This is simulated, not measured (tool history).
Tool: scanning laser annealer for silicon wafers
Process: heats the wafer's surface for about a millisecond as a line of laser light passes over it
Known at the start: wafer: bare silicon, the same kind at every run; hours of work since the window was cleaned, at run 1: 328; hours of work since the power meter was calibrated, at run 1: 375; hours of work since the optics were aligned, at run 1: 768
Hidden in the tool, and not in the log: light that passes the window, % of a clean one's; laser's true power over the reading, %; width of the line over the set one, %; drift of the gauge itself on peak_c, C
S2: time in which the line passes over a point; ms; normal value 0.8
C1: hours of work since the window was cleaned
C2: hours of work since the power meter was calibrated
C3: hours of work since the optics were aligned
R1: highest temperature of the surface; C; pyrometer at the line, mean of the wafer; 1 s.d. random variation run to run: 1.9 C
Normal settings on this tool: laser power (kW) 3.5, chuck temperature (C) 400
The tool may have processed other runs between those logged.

{"run": 1, "day": 0.0, "laser power (kW)": 3.5, "S2": 0.8, "chuck temperature (C)": 400, "C1": 328, "C2": 375, "C3": 768, "R1": 1225}
{"run": 2, "day": 0.479, "laser power (kW)": 3.5, "S2": 0.8, "chuck temperature (C)": 400, "C1": 333, "C2": 380, "C3": 773, "R1": 1224}
{"run": 3, "day": 1.396, "laser power (kW)": 3.5, "S2": 0.8, "chuck temperature (C)": 400, "C1": 343, "C2": 390, "C3": 783, "R1": 1225}
{"run": 4, "day": 2.196, "laser power (kW)": 3.5, "S2": 0.8, "chuck temperature (C)": 400, "C1": 352, "C2": 399, "C3": 792, "R1": 1225}
{"run": 5, "day": 2.988, "laser power (kW)": 3.5, "S2": 0.8, "chuck temperature (C)": 400, "C1": 360, "C2": 407, "C3": 800, "R1": 1224}
{"run": 6, "day": 3.467, "laser power (kW)": 3.5, "S2": 0.8, "chuck temperature (C)": 400, "C1": 366, "C2": 413, "C3": 806, "R1": 1223}
{"run": 7, "day": 4.1, "laser power (kW)": 3.5, "S2": 0.8, "chuck temperature (C)": 400, "C1": 372, "C2": 419, "C3": 813, "R1": 1227}
{"run": 8, "day": 4.742, "laser power (kW)": 3.5, "S2": 0.8, "chuck temperature (C)": 400, "C1": 379, "C2": 426, "C3": 820, "R1": 1223}
{"run": 9, "day": 5.446, "laser power (kW)": 3.5, "S2": 0.8, "chuck temperature (C)": 400, "C1": 387, "C2": 434, "C3": 827, "R1": 1223}
{"run": 10, "day": 5.954, "laser power (kW)": 3.082, "S2": 0.8, "chuck temperature (C)": 400, "C1": 393, "C2": 440, "C3": 833, "R1": 1108}
{"run": 11, "day": 6.708, "laser power (kW)": 3.082, "S2": 0.8, "chuck temperature (C)": 400, "C1": 401, "C2": 448, "C3": 841, "R1": 1108}
{"run": 12, "day": 7.158, "laser power (kW)": 3.082, "S2": 0.8, "chuck temperature (C)": 409, "C1": 406, "C2": 453, "C3": 846, "R1": 1114}
{"run": 13, "day": 7.738, "laser power (kW)": 3.082, "S2": 0.8, "chuck temperature (C)": 409, "C1": 412, "C2": 459, "C3": 852, "R1": 1117}
{"run": 14, "day": 8.333, "laser power (kW)": 3.5, "S2": 0.653, "chuck temperature (C)": 400, "C1": 419, "C2": 466, "C3": 859, "R1": 1129}
{"run": 15, "day": 9.188, "laser power (kW)": 3.5, "S2": 0.692, "chuck temperature (C)": 400, "C1": 428, "C2": 475, "C3": 868, "R1": 1155}
{"run": 16, "day": 10.129, "laser power (kW)": 3.165, "S2": 0.669, "chuck temperature (C)": 438, "C1": 438, "C2": 485, "C3": 878, "R1": 1095}
{"run": 17, "day": 10.621, "laser power (kW)": 3.543, "S2": 0.857, "chuck temperature (C)": 400, "C1": 444, "C2": 491, "C3": 884, "R1": 1272}
{"run": 18, "day": 11.167, "laser power (kW)": 3.543, "S2": 0.857, "chuck temperature (C)": 400, "C1": 450, "C2": 497, "C3": 890, "R1": 1272}
{"run": 19, "day": 12.1, "laser power (kW)": 3.173, "S2": 0.623, "chuck temperature (C)": 416, "C1": 460, "C2": 507, "C3": 900, "R1": 1046}
{"run": 20, "day": 12.542, "laser power (kW)": 3.173, "S2": 0.623, "chuck temperature (C)": 416, "C1": 465, "C2": 512, "C3": 905, "R1": 1048}
{"run": 21, "day": 13.112, "laser power (kW)": 3.5, "S2": 0.725, "chuck temperature (C)": 364, "C1": 471, "C2": 518, "C3": 911, "R1": 1139}
{"run": 22, "day": 13.575, "laser power (kW)": 3.189, "S2": 0.982, "chuck temperature (C)": 393, "C1": 476, "C2": 523, "C3": 916, "R1": 1232}
{"run": 23, "day": 14.304, "laser power (kW)": 3.108, "S2": 0.666, "chuck temperature (C)": 371, "C1": 484, "C2": 531, "C3": 924, "R1": 1015}
{"run": 24, "day": 15.092, "laser power (kW)": 3.108, "S2": 0.666, "chuck temperature (C)": 371, "C1": 492, "C2": 539, "C3": 933, "R1": 1011}
{"run": 25, "day": 15.912, "laser power (kW)": 3.108, "S2": 0.666, "chuck temperature (C)": 371, "C1": 501, "C2": 548, "C3": 942, "R1": 1013}
{"run": 26, "day": 16.433, "laser power (kW)": 3.5, "S2": 0.925, "chuck temperature (C)": 424, "C1": 507, "C2": 554, "C3": 947, "R1": 1325}
{"run": 27, "day": 17.146, "laser power (kW)": 3.405, "S2": 0.925, "chuck temperature (C)": 424, "C1": 515, "C2": 562, "C3": 955, "R1": 1294}
{"run": 28, "day": 18.054, "laser power (kW)": 3.15, "S2": 0.648, "chuck temperature (C)": 397, "C1": 525, "C2": 572, "C3": 965, "R1": 1038}
{"run": 29, "day": 18.925, "laser power (kW)": 3.15, "S2": 0.648, "chuck temperature (C)": 397, "C1": 534, "C2": 581, "C3": 974, "R1": 1037}

4 ways to go on from here, each from the tool as it stands after run 29. What would each give?
{"run": "A", "day": 19.338, "laser power (kW)": 3.5, "S2": 0.732, "chuck temperature (C)": 386, "C1": 539, "C2": 586, "C3": 979, "R1": "?"}
{"run": "B", "day": 19.338, "laser power (kW)": 3.5, "S2": 0.698, "chuck temperature (C)": 400, "C1": 539, "C2": 586, "C3": 979, "R1": "?"}
{"run": "C", "day": 19.338, "laser power (kW)": 3.566, "S2": 0.587, "chuck temperature (C)": 397, "C1": 539, "C2": 586, "C3": 979, "R1": "?"}
{"run": "D", "day": 19.338, "laser power (kW)": 3.745, "S2": 0.867, "chuck temperature (C)": 397, "C1": 539, "C2": 586, "C3": 979, "R1": "?"}

run=A R1=1167
run=B R1=1161
run=C R1=1099
run=D R1=1333
With no hidden state in the tool, these same runs would have given:
run=A R1=1168
run=B R1=1161
run=C R1=1099
run=D R1=1334
